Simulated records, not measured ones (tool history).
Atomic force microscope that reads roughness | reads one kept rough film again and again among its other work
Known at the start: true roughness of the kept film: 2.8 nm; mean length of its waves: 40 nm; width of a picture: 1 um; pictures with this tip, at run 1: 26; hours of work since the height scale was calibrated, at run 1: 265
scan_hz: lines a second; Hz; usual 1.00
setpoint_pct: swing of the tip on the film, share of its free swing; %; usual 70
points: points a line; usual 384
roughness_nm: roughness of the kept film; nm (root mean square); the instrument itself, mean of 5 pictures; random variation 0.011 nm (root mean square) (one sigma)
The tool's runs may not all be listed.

| run | hour | scan_hz | setpoint_pct | points | pictures with this tip | hours of work since the height scale was calibrated | roughness_nm |
|---|---|---|---|---|---|---|---|
| 1 | 0.0 | 1.00 | 70 | 384 | 26 | 265 | 2.505 |
| 2 | 10.7 | 1.00 | 70 | 384 | 41 | 271 | 2.481 |
| 3 | 19.7 | 0.69 | 70 | 384 | 54 | 275 | 2.469 |
| 4 | 32.8 | 0.69 | 70 | 384 | 73 | 281 | 2.448 |
| 5 | 42.9 | 0.69 | 70 | 348 | 88 | 286 | 2.447 |
| 6 | 52.8 | 1.00 | 70 | 384 | 102 | 291 | 2.410 |
| 7 | 62.8 | 1.00 | 62 | 384 | 116 | 296 | 2.423 |
| 8 | 73.8 | 1.00 | 62 | 384 | 132 | 301 | 2.402 |
| 9 | 89.0 | 1.00 | 70 | 384 | 154 | 309 | 2.364 |
|  | 94.1 | new tip fitted |
| 10 | 104.0 | 1.14 | 70 | 384 | 14 | 316 | 2.492 |
| 11 | 116.5 | 1.14 | 70 | 384 | 32 | 322 | 2.473 |
| 12 | 127.7 | 1.14 | 70 | 384 | 48 | 327 | 2.444 |
| 13 | 138.2 | 1.14 | 70 | 384 | 63 | 332 | 2.452 |
| 14 | 147.0 | 1.14 | 70 | 384 | 76 | 337 | 2.438 |
| 15 | 157.3 | 1.32 | 70 | 384 | 91 | 342 | 2.393 |
| 16 | 167.2 | 1.32 | 70 | 384 | 105 | 347 | 2.385 |
| 17 | 180.1 | 1.32 | 70 | 384 | 124 | 353 | 2.347 |
| 18 | 189.6 | 1.00 | 70 | 384 | 137 | 357 | 2.378 |
| 19 | 202.5 | 1.00 | 70 | 384 | 156 | 364 | 2.341 |
|  | 206.8 | new tip fitted |
| 20 | 211.0 | 1.00 | 70 | 384 | 6 | 368 | 2.493 |
| 21 | 219.5 | 1.00 | 70 | 384 | 18 | 372 | 2.506 |
| 22 | 227.3 | 1.00 | 70 | 295 | 30 | 376 | 2.455 |
| 23 | 240.9 | 1.00 | 70 | 295 | 49 | 382 | 2.460 |
| 24 | 251.9 | 1.00 | 81 | 295 | 65 | 388 | 2.363 |
| 25 | 265.9 | 1.00 | 81 | 295 | 85 | 394 | 2.342 |
| 26 | 280.1 | 1.00 | 78 | 384 | 106 | 401 | 2.355 |
| 27 | 292.9 | 0.61 | 68 | 749 | 124 | 408 | 2.419 |
| 28 | 307.2 | 0.61 | 71 | 749 | 145 | 415 | 2.366 |
| 29 | 316.9 | 1.05 | 72 | 869 | 159 | 419 | 2.336 |
|  | 318.1 | new tip fitted |
| 30 | 327.0 | 1.05 | 72 | 869 | 13 | 424 | 2.494 |
| 31 | 335.0 | 2.14 | 56 | 869 | 24 | 428 | 2.500 |
|  | 337.2 | height scale calibrated on a step standard |
| 32 | 344.2 | 2.14 | 56 | 869 | 36 | 3 | 2.481 |
| 33 | 357.4 | 1.19 | 66 | 530 | 55 | 10 | 2.449 |
| 34 | 373.2 | 0.84 | 70 | 384 | 78 | 18 | 2.435 |
| 35 | 384.4 | 2.75 | 86 | 649 | 94 | 23 | 2.064 |
|  | 395.7 | height scale calibrated on a step standard, once more |
| 36 | 399.0 | 0.90 | 58 | 294 | 114 | 2 | 2.401 |
| 37 | 408.0 | 0.70 | 64 | 491 | 126 | 6 | 2.397 |
| 38 | 417.3 | 3.01 | 70 | 384 | 140 | 11 | 2.221 |
| 39 | 424.7 | 1.51 | 63 | 271 | 151 | 14 | 2.334 |
|  | 432.2 | new tip fitted |
| 40 | 439.5 | 1.87 | 63 | 271 | 10 | 21 | 2.496 |
| 41 | 451.0 | 2.22 | 63 | 816 | 27 | 27 | 2.469 |
| 42 | 461.7 | 0.85 | 70 | 542 | 42 | 32 | 2.505 |
| 43 | 473.9 | 0.94 | 70 | 381 | 60 | 38 | 2.442 |
| 44 | 482.4 | 0.94 | 70 | 381 | 72 | 42 | 2.428 |
| 45 | 491.3 | 0.77 | 85 | 635 | 85 | 46 | 2.386 |
| 46 | 502.1 | 0.58 | 63 | 918 | 100 | 52 | 2.480 |
| 47 | 510.4 | 1.00 | 70 | 372 | 112 | 56 | 2.388 |
| 48 | 518.8 | 1.50 | 69 | 316 | 124 | 60 | 2.348 |
| 49 | 528.5 | 3.50 | 69 | 543 | 138 | 64 | 2.204 |
| 50 | 538.6 | 0.52 | 69 | 308 | 153 | 69 | 2.397 |
|  | 544.1 | new tip fitted |
| 51 | 546.5 | 0.58 | 69 | 400 | 4 | 73 | 2.544 |
| 52 | 553.9 | 0.58 | 68 | 614 | 14 | 77 | 2.557 |

3 ways to go on from here, each from the tool as it stands after run 52. What would each give?
| A | 563.1 | 1.04 | 68 | 614 | 28 | 81 | ? |
| B | 563.1 | 0.58 | 70 | 614 | 28 | 81 | ? |
| C | 563.1 | 0.71 | 68 | 725 | 28 | 81 | ? |

| run | roughness_nm |
|---|---|
| A | 2.495 |
| B | 2.513 |
| C | 2.493 |
Without the tool's hidden state the same runs would have given:
| run | roughness_nm |
|---|---|
| A | 2.543 |
| B | 2.561 |
| C | 2.540 |

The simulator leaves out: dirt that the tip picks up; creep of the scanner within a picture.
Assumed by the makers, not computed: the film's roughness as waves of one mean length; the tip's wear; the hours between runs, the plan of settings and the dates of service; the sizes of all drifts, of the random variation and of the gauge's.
